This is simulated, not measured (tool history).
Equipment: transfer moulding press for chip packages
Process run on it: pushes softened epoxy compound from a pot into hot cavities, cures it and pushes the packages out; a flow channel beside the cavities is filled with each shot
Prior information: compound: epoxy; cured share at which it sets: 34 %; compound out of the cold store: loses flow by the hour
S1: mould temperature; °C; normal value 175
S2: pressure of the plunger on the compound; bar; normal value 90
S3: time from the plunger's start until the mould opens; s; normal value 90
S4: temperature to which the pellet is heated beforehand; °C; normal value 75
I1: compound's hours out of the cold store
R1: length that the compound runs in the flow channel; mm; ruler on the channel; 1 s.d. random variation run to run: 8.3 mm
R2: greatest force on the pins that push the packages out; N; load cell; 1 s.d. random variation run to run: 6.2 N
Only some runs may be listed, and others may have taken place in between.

{"run": 1, "hour": 0.0, "S1": 175, "S2": 90, "S3": 90, "S4": 75, "I1": 32.2, "R1": 882, "R2": 227}
{"hour": 34.3, "done": "mould's thermocouples calibrated"}
{"hour": 35.8, "done": "cavities cleaned with cleaning compound and waxed"}
{"run": 2, "hour": 60.9, "S1": 175, "S2": 90, "S3": 90, "S4": 75, "I1": 27.6, "R1": 920, "R2": 223}
{"hour": 86.3, "done": "cavities cleaned with cleaning compound and waxed"}
{"hour": 103.8, "done": "plunger's sealing rings changed"}
{"run": 3, "hour": 130.5, "S1": 175, "S2": 90, "S3": 109, "S4": 75, "I1": 14.7, "R1": 1002, "R2": 184}
{"hour": 138.3, "done": "cavities cleaned with cleaning compound and waxed"}
{"run": 4, "hour": 162.8, "S1": 178, "S2": 90, "S3": 109, "S4": 75, "I1": 26, "R1": 904, "R2": 174}
{"hour": 183.8, "done": "cavities cleaned with cleaning compound and waxed"}
{"run": 5, "hour": 209.3, "S1": 178, "S2": 90, "S3": 109, "S4": 77, "I1": 31.8, "R1": 876, "R2": 174}
{"hour": 228.7, "done": "cavities cleaned with cleaning compound and waxed"}
{"run": 6, "hour": 244.4, "S1": 178, "S2": 90, "S3": 109, "S4": 77, "I1": 27.6, "R1": 887, "R2": 170}
{"hour": 276.4, "done": "cavities cleaned with cleaning compound and waxed"}
{"run": 7, "hour": 289.5, "S1": 175, "S2": 90, "S3": 90, "S4": 75, "I1": 29.3, "R1": 912, "R2": 230}
{"hour": 321.2, "done": "cavities cleaned with cleaning compound and waxed"}
{"run": 8, "hour": 332.2, "S1": 175, "S2": 90, "S3": 89, "S4": 75, "I1": 17.9, "R1": 959, "R2": 246}
{"hour": 365.7, "done": "cavities cleaned with cleaning compound and waxed"}
{"run": 9, "hour": 366.6, "S1": 171, "S2": 98.2, "S3": 87, "S4": 76, "I1": 35.4, "R1": 921, "R2": 316}
{"run": 10, "hour": 397.6, "S1": 181, "S2": 68.2, "S3": 90, "S4": 69, "I1": 8.5, "R1": 862, "R2": 194}
{"hour": 412.2, "done": "cavities cleaned with cleaning compound and waxed"}
{"run": 11, "hour": 453.0, "S1": 181, "S2": 68.2, "S3": 90, "S4": 69, "I1": 42.9, "R1": 701, "R2": 184}
{"hour": 460.0, "done": "cavities cleaned with cleaning compound and waxed"}
{"hour": 504.7, "done": "cavities cleaned with cleaning compound and waxed"}
{"run": 12, "hour": 512.6, "S1": 173, "S2": 68.2, "S3": 90, "S4": 69, "I1": 37.1, "R1": 773, "R2": 263}
{"hour": 535.9, "done": "plunger's sealing rings changed"}
{"hour": 552.9, "done": "cavities cleaned with cleaning compound and waxed"}
{"run": 13, "hour": 556.1, "S1": 173, "S2": 68.2, "S3": 90, "S4": 69, "I1": 40.4, "R1": 747, "R2": 255}
{"hour": 597.6, "done": "cavities cleaned with cleaning compound and waxed"}
{"hour": 605.1, "done": "mould's thermocouples calibrated"}
{"run": 14, "hour": 621.6, "S1": 167, "S2": 71.7, "S3": 102, "S4": 80, "I1": 19.1, "R1": 913, "R2": 339}
{"hour": 650.4, "done": "cavities cleaned with cleaning compound and waxed"}
{"run": 15, "hour": 686.4, "S1": 178, "S2": 78.1, "S3": 102, "S4": 80, "I1": 42.3, "R1": 765, "R2": 174}
{"hour": 696.8, "done": "cavities cleaned with cleaning compound and waxed"}
{"hour": 742.5, "done": "cavities cleaned with cleaning compound and waxed"}
{"run": 16, "hour": 762.6, "S1": 178, "S2": 78.1, "S3": 102, "S4": 80, "I1": 33.5, "R1": 805, "R2": 180}

3 options for the next run, each taken on its own from the tool as it stands now. Forecast them:
{"hour": 787.6, "done": "cavities cleaned with cleaning compound and waxed"}
{"hour": 834.2, "done": "cavities cleaned with cleaning compound and waxed"}
{"run": "A", "hour": 838.9, "S1": 170, "S2": 90, "S3": 90, "S4": 75, "I1": 33.2, "R1": "?", "R2": "?"}
{"hour": 787.6, "done": "cavities cleaned with cleaning compound and waxed"}
{"hour": 834.2, "done": "cavities cleaned with cleaning compound and waxed"}
{"run": "B", "hour": 838.9, "S1": 177, "S2": 90, "S3": 116, "S4": 85, "I1": 42.2, "R1": "?", "R2": "?"}
{"hour": 787.6, "done": "cavities cleaned with cleaning compound and waxed"}
{"hour": 834.2, "done": "cavities cleaned with cleaning compound and waxed"}
{"run": "C", "hour": 838.9, "S1": 183, "S2": 78.1, "S3": 102, "S4": 80, "I1": 36, "R1": "?", "R2": "?"}

run=A R1=901 R2=308
run=B R1=830 R2=182
run=C R1=770 R2=164
The same runs, with their run-to-run variation unchanged, on a tool lacking any hidden condition would have given:
run=A R1=903 R2=306
run=B R1=831 R2=182
run=C R1=771 R2=163
